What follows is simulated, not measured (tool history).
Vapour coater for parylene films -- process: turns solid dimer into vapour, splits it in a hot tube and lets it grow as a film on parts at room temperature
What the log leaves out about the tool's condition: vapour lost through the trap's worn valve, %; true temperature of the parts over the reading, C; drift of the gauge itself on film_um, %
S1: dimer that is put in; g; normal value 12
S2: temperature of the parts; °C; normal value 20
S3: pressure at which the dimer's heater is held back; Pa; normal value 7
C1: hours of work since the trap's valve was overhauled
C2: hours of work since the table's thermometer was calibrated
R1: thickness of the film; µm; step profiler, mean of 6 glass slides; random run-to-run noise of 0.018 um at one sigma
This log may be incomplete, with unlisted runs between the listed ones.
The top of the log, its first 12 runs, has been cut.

{"run": 13, "hour": 451.4, "S1": 12, "S2": 20, "S3": 7, "C1": 498, "C2": 1538, "R1": 2.83}
{"run": 14, "hour": 503.7, "S1": 12, "S2": 20, "S3": 7, "C1": 537, "C2": 1577, "R1": 2.85}
{"run": 15, "hour": 553.6, "S1": 12, "S2": 20, "S3": 7, "C1": 574, "C2": 1614, "R1": 2.86}
{"hour": 591.5, "done": "trap's valve overhauled"}
{"run": 16, "hour": 603.6, "S1": 12, "S2": 20, "S3": 7, "C1": 9, "C2": 1649, "R1": 2.84}
{"run": 17, "hour": 642.8, "S1": 13, "S2": 30, "S3": 3.39, "C1": 38, "C2": 1678, "R1": 2.44}
{"run": 18, "hour": 674.7, "S1": 13, "S2": 30, "S3": 3.39, "C1": 62, "C2": 1702, "R1": 2.47}
{"run": 19, "hour": 697.2, "S1": 12, "S2": 26, "S3": 7, "C1": 79, "C2": 1719, "R1": 2.42}
{"run": 20, "hour": 744.2, "S1": 10, "S2": 21, "S3": 2.87, "C1": 114, "C2": 1754, "R1": 2.47}
{"run": 21, "hour": 793.8, "S1": 11, "S2": 25, "S3": 9.95, "C1": 151, "C2": 1791, "R1": 2.2}
{"run": 22, "hour": 822.9, "S1": 7, "S2": 25, "S3": 4.67, "C1": 173, "C2": 1813, "R1": 1.46}
{"run": 23, "hour": 850.3, "S1": 20, "S2": 20, "S3": 9.9, "C1": 194, "C2": 1833, "R1": 4.62}
{"run": 24, "hour": 874.2, "S1": 6, "S2": 20, "S3": 2.28, "C1": 212, "C2": 1851, "R1": 1.57}
{"run": 25, "hour": 916.8, "S1": 6, "S2": 20, "S3": 2.28, "C1": 244, "C2": 1883, "R1": 1.57}
{"run": 26, "hour": 960.0, "S1": 11, "S2": 24, "S3": 2.66, "C1": 276, "C2": 1915, "R1": 2.53}
{"run": 27, "hour": 1011.9, "S1": 11, "S2": 24, "S3": 2.66, "C1": 315, "C2": 1954, "R1": 2.5}
{"run": 28, "hour": 1048.2, "S1": 11, "S2": 24, "S3": 2.66, "C1": 342, "C2": 1982, "R1": 2.51}
{"run": 29, "hour": 1089.2, "S1": 11, "S2": 22, "S3": 2.66, "C1": 373, "C2": 2012, "R1": 2.66}
{"hour": 1105.7, "done": "table's thermometer calibrated"}
{"run": 30, "hour": 1114.7, "S1": 11, "S2": 22, "S3": 2.66, "C1": 391, "C2": 7, "R1": 2.67}
{"run": 31, "hour": 1137.0, "S1": 8, "S2": 29, "S3": 2.13, "C1": 408, "C2": 23, "R1": 1.6}

Consider 4 possible next runs. They are alternatives, not a sequence: every one starts from the tool as it was left by run 31. What does each give?
{"run": "A", "hour": 1164.0, "S1": 12, "S2": 20, "S3": 5.3, "C1": 428, "C2": 44, "R1": "?"}
{"run": "B", "hour": 1164.0, "S1": 7, "S2": 20, "S3": 7, "C1": 428, "C2": 44, "R1": "?"}
{"run": "C", "hour": 1164.0, "S1": 20, "S2": 19, "S3": 5.81, "C1": 428, "C2": 44, "R1": "?"}
{"run": "D", "hour": 1164.0, "S1": 10, "S2": 16, "S3": 5.05, "C1": 428, "C2": 44, "R1": "?"}

run=A R1=2.94
run=B R1=1.66
run=C R1=4.97
run=D R1=2.74
With no hidden state in the tool, these same runs would have given:
run=A R1=2.95
run=B R1=1.67
run=C R1=4.99
run=D R1=2.75
